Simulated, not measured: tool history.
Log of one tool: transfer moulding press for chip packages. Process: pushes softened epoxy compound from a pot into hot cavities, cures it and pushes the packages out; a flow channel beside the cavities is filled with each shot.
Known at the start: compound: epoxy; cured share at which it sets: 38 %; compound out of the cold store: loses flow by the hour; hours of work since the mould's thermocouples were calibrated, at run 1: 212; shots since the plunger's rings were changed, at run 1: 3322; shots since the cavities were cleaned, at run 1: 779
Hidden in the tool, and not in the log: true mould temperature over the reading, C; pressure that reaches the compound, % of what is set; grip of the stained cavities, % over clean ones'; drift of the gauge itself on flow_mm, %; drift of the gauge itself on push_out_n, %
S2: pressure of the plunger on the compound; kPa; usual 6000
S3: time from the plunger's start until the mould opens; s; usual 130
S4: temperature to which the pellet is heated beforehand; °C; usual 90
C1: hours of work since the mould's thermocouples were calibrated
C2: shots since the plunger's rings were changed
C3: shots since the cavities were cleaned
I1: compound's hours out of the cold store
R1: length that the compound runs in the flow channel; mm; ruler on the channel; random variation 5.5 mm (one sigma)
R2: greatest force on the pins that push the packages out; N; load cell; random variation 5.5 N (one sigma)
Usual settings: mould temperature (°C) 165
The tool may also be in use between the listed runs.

Run 1, hour 0: usual settings; C1 212; C2 3322; C3 779; I1 46. Result: R1 510 mm, R2 294 N.
At hour 35.6: cavities cleaned with cleaning compound and waxed.
Run 2, hour 67.3: usual settings; C1 263; C2 4058; C3 355; I1 42.9. Result: R1 495 mm, R2 249 N.
Run 3, hour 108.8: usual settings; C1 295; C2 4522; C3 819; I1 29.6. Result: R1 504 mm, R2 304 N.
At hour 139.5: cavities cleaned with cleaning compound and waxed.
Run 4, hour 163: usual settings; C1 336; C2 5111; C3 263; I1 8.1. Result: R1 525 mm, R2 229 N.
At hour 195.2: plunger's sealing rings changed.
Run 5, hour 201.7: usual settings; C1 364; C2 73; C3 668; I1 12.7. Result: R1 585 mm, R2 291 N.
At hour 240.2: cavities cleaned with cleaning compound and waxed.
At hour 252.4: mould's thermocouples calibrated.
Run 6, hour 283.6: usual settings but S3 150 s; C1 24; C2 949; C3 463; I1 16.9. Result: R1 566 mm, R2 247 N.
Run 7, hour 325: usual settings but S3 150 s; C1 56; C2 1413; C3 927; I1 13.1. Result: R1 551 mm, R2 293 N.
At hour 343.9: cavities cleaned with cleaning compound and waxed.
Run 8, hour 389.7: usual settings but S3 150 s; C1 105; C2 2119; C3 512; I1 23. Result: R1 548 mm, R2 252 N.
Run 9, hour 432.4: usual settings; C1 139; C2 2597; C3 990; I1 26.7. Result: R1 528 mm, R2 302 N.
At hour 443.9: cavities cleaned with cleaning compound and waxed.
Run 10, hour 480.6: usual settings but S3 126 s; C1 175; C2 3119; C3 411; I1 47.3. Result: R1 506 mm, R2 267 N.
At hour 543.1: cavities cleaned with cleaning compound and waxed.
Run 11, hour 551: usual settings but S3 126 s; C1 228; C2 3890; C3 89; I1 37. Result: R1 517 mm, R2 208 N.
Run 12, hour 585.2: usual settings but S3 126 s; C1 255; C2 4272; C3 471; I1 36.7. Result: R1 500 mm, R2 294 N.
At hour 644.1: cavities cleaned with cleaning compound and waxed.
Run 13, hour 645.3: usual settings but S3 126 s; C1 300; C2 4927; C3 14; I1 30.5. Result: R1 501 mm, R2 203 N.
At hour 694.1: plunger's sealing rings changed.
Run 14, hour 704.3: usual settings but S4 81 °C; C1 344; C2 114; C3 646; I1 34.6. Result: R1 549 mm, R2 278 N.
At hour 751: cavities cleaned with cleaning compound and waxed.
Run 15, hour 768.9: usual settings but S4 81 °C; C1 393; C2 820; C3 201; I1 8.2. Result: R1 573 mm, R2 256 N.
At hour 785.6: mould's thermocouples calibrated.
Run 16, hour 809.2: usual settings but S3 116 s; C1 18; C2 1248; C3 629; I1 10.4. Result: R1 565 mm, R2 357 N.
At hour 853.6: cavities cleaned with cleaning compound and waxed.
Run 17, hour 863.4: usual settings but S2 7220 kPa; C1 59; C2 1837; C3 109; I1 33. Result: R1 575 mm, R2 209 N.
Run 18, hour 909.3: usual settings but S2 7220 kPa; C1 95; C2 2351; C3 623; I1 23.1. Result: R1 585 mm, R2 289 N.
At hour 952: cavities cleaned with cleaning compound and waxed.
Run 19, hour 978: usual settings but mould temperature (°C) 171, S3 164 s; C1 147; C2 3102; C3 290; I1 31.2. Result: R1 513 mm, R2 204 N.
Run 20, hour 1020.6: usual settings but S4 97 °C; C1 180; C2 3578; C3 766; I1 31. Result: R1 516 mm, R2 290 N.
At hour 1053.9: cavities cleaned with cleaning compound and waxed.
Run 21, hour 1089.9: usual settings but S3 123 s; C1 233; C2 4337; C3 404; I1 19.2. Result: R1 517 mm, R2 282 N.
At hour 1155: cavities cleaned with cleaning compound and waxed.
Run 22, hour 1159.7: usual settings but S3 123 s; C1 286; C2 5100; C3 52; I1 43.8. Result: R1 489 mm, R2 202 N.
At hour 1189.4: plunger's sealing rings changed.
Run 23, hour 1214.9: usual settings but S3 123 s; C1 327; C2 285; C3 641; I1 39.5. Result: R1 530 mm, R2 303 N.
At hour 1259.7: cavities cleaned with cleaning compound and waxed.
Run 24, hour 1259.8: usual settings but mould temperature (°C) 167, S2 4930 kPa, S3 156 s, S4 94 °C; C1 360; C2 770; C3 0; I1 13.9. Result: R1 510 mm, R2 161 N.
Run 25, hour 1291.8: usual settings but mould temperature (°C) 167, S2 4930 kPa, S3 156 s, S4 94 °C; C1 385; C2 1129; C3 359; I1 11.2. Result: R1 515 mm, R2 225 N.
At hour 1316.1: mould's thermocouples calibrated.
Run 26, hour 1352.3: usual settings but mould temperature (°C) 167, S2 4930 kPa, S3 156 s, S4 94 °C; C1 28; C2 1783; C3 1013; I1 8.3. Result: R1 507 mm, R2 270 N.
At hour 1365.5: cavities cleaned with cleaning compound and waxed.
Run 27, hour 1421.1: usual settings but mould temperature (°C) 167, S2 4930 kPa, S3 156 s, S4 94 °C; C1 80; C2 2535; C3 622; I1 39.4. Result: R1 466 mm, R2 241 N.
At hour 1463.8: cavities cleaned with cleaning compound and waxed.
Run 28, hour 1463.8: usual settings but mould temperature (°C) 167, S2 6450 kPa, S3 156 s, S4 94 °C; C1 112; C2 2995; C3 0; I1 46.4. Result: R1 522 mm, R2 171 N.

3 ways to go on from here, each from the tool as it stands after run 28. What would each give?
Run A, hour 1497.3: usual settings but mould temperature (°C) 173, S2 6680 kPa, S3 124 s; C1 138; C2 3370; C3 375; I1 25.9. Result: R1 ?, R2 ?.
Run B, hour 1497.3: usual settings but S2 4620 kPa, S3 124 s, S4 82 °C; C1 138; C2 3370; C3 375; I1 38.7. Result: R1 ?, R2 ?.
Run C, hour 1497.3: usual settings but S2 6390 kPa, S4 99 °C; C1 138; C2 3370; C3 375; I1 40.6. Result: R1 ?, R2 ?.

run   R1   R2
  A  538  228
  B  446  275
  C  520  251
Without the tool's hidden state the same runs would have given:
run   R1   R2
  A  576  167
  B  478  203
  C  558  185

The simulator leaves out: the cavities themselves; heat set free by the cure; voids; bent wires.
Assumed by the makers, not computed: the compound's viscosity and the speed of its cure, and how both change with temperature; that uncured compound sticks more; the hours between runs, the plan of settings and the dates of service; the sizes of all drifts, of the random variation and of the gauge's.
